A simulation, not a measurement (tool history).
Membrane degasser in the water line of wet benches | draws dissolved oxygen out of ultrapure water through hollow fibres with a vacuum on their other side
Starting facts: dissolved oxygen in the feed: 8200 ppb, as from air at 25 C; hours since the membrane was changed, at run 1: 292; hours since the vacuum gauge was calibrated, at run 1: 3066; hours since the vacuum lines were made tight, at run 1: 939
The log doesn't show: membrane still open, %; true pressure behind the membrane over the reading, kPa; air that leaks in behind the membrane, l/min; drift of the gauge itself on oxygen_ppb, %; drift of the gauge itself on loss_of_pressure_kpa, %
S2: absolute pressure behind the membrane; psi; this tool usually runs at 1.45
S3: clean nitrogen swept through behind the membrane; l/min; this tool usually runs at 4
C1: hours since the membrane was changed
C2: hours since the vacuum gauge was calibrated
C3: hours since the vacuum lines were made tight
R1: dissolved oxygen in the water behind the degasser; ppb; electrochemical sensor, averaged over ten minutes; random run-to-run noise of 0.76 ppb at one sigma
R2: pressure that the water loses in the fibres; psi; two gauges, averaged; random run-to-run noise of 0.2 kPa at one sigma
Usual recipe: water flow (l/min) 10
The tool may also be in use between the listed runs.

{"run": 1, "hour": 0.0, "water flow (l/min)": 10, "S2": 1.45, "S3": 4, "C1": 292, "C2": 3066, "C3": 939, "R1": 73, "R2": 6.216}
{"run": 2, "hour": 42.6, "water flow (l/min)": 10, "S2": 1.45, "S3": 4, "C1": 334, "C2": 3109, "C3": 982, "R1": 75, "R2": 6.206}
{"run": 3, "hour": 96.5, "water flow (l/min)": 10, "S2": 1.45, "S3": 1.62, "C1": 388, "C2": 3163, "C3": 1036, "R1": 136, "R2": 6.213}
{"run": 4, "hour": 129.1, "water flow (l/min)": 10, "S2": 1.45, "S3": 1.62, "C1": 421, "C2": 3195, "C3": 1068, "R1": 137.5, "R2": 6.203}
{"run": 5, "hour": 171.2, "water flow (l/min)": 10, "S2": 1.45, "S3": 1.62, "C1": 463, "C2": 3237, "C3": 1110, "R1": 135.1, "R2": 6.226}
{"run": 6, "hour": 219.1, "water flow (l/min)": 10, "S2": 1.45, "S3": 1.62, "C1": 511, "C2": 3285, "C3": 1158, "R1": 138.6, "R2": 6.253}
{"run": 7, "hour": 260.5, "water flow (l/min)": 10, "S2": 1.45, "S3": 1.62, "C1": 552, "C2": 3327, "C3": 1200, "R1": 136, "R2": 6.25}
{"run": 8, "hour": 290.3, "water flow (l/min)": 10, "S2": 1.45, "S3": 4, "C1": 582, "C2": 3356, "C3": 1229, "R1": 73.8, "R2": 6.248}
{"run": 9, "hour": 322.8, "water flow (l/min)": 10, "S2": 1.45, "S3": 4, "C1": 614, "C2": 3389, "C3": 1262, "R1": 73.8, "R2": 6.197}
{"run": 10, "hour": 361.3, "water flow (l/min)": 10, "S2": 1.45, "S3": 4, "C1": 653, "C2": 3427, "C3": 1300, "R1": 75.6, "R2": 6.277}
{"run": 11, "hour": 405.5, "water flow (l/min)": 10, "S2": 1.45, "S3": 4, "C1": 697, "C2": 3472, "C3": 1345, "R1": 74.9, "R2": 6.263}
{"run": 12, "hour": 459.5, "water flow (l/min)": 10, "S2": 1.45, "S3": 4, "C1": 751, "C2": 3526, "C3": 1399, "R1": 73.5, "R2": 6.295}
{"run": 13, "hour": 509.8, "water flow (l/min)": 10, "S2": 1.45, "S3": 4, "C1": 801, "C2": 3576, "C3": 1449, "R1": 75.6, "R2": 6.284}
{"run": 14, "hour": 554.3, "water flow (l/min)": 10, "S2": 2.63, "S3": 4, "C1": 846, "C2": 3620, "C3": 1493, "R1": 124.8, "R2": 6.26}
{"run": 15, "hour": 580.8, "water flow (l/min)": 10, "S2": 2.63, "S3": 4, "C1": 872, "C2": 3647, "C3": 1520, "R1": 127.3, "R2": 6.257}
{"run": 16, "hour": 631.0, "water flow (l/min)": 11, "S2": 1.06, "S3": 2.9, "C1": 923, "C2": 3697, "C3": 1570, "R1": 85, "R2": 6.886}
{"run": 17, "hour": 671.8, "water flow (l/min)": 12, "S2": 2.18, "S3": 4, "C1": 963, "C2": 3738, "C3": 1611, "R1": 146.5, "R2": 7.552}
{"run": 18, "hour": 693.9, "water flow (l/min)": 12, "S2": 2.18, "S3": 4, "C1": 985, "C2": 3760, "C3": 1633, "R1": 146.9, "R2": 7.512}
{"run": 19, "hour": 723.3, "water flow (l/min)": 10, "S2": 1.55, "S3": 4, "C1": 1015, "C2": 3789, "C3": 1662, "R1": 81.2, "R2": 6.315}
{"run": 20, "hour": 762.1, "water flow (l/min)": 10, "S2": 1.55, "S3": 2.83, "C1": 1054, "C2": 3828, "C3": 1701, "R1": 99.8, "R2": 6.296}
{"run": 21, "hour": 815.0, "water flow (l/min)": 7, "S2": 1.52, "S3": 9.11, "C1": 1107, "C2": 3881, "C3": 1754, "R1": 23.3, "R2": 4.358}
{"run": 22, "hour": 854.6, "water flow (l/min)": 7, "S2": 1.61, "S3": 3.38, "C1": 1146, "C2": 3921, "C3": 1794, "R1": 52.3, "R2": 4.37}
{"run": 23, "hour": 909.5, "water flow (l/min)": 15, "S2": 2.29, "S3": 1.99, "C1": 1201, "C2": 3976, "C3": 1849, "R1": 333.3, "R2": 9.356}
{"run": 24, "hour": 961.3, "water flow (l/min)": 15, "S2": 2.29, "S3": 1.99, "C1": 1253, "C2": 4027, "C3": 1900, "R1": 335.7, "R2": 9.382}

Some steps in R1 between neighbouring runs. How much of each would the tool show without its hidden state too (settings, what came in, random variation), and how much is left for the hidden state, with any gauge scatter that isn't in both results?
Run 20 -> 21: water flow (l/min) 10 -> 7, S2 1.55 -> 1.52, S3 2.83 -> 9.11. R1 -76.5 ppb: hidden state -5.4, all else -71.1.
Run 22 -> 23: water flow (l/min) 7 -> 15, S2 1.61 -> 2.29, S3 3.38 -> 1.99. R1 +281 ppb: hidden state +12.9, all else +268.1.
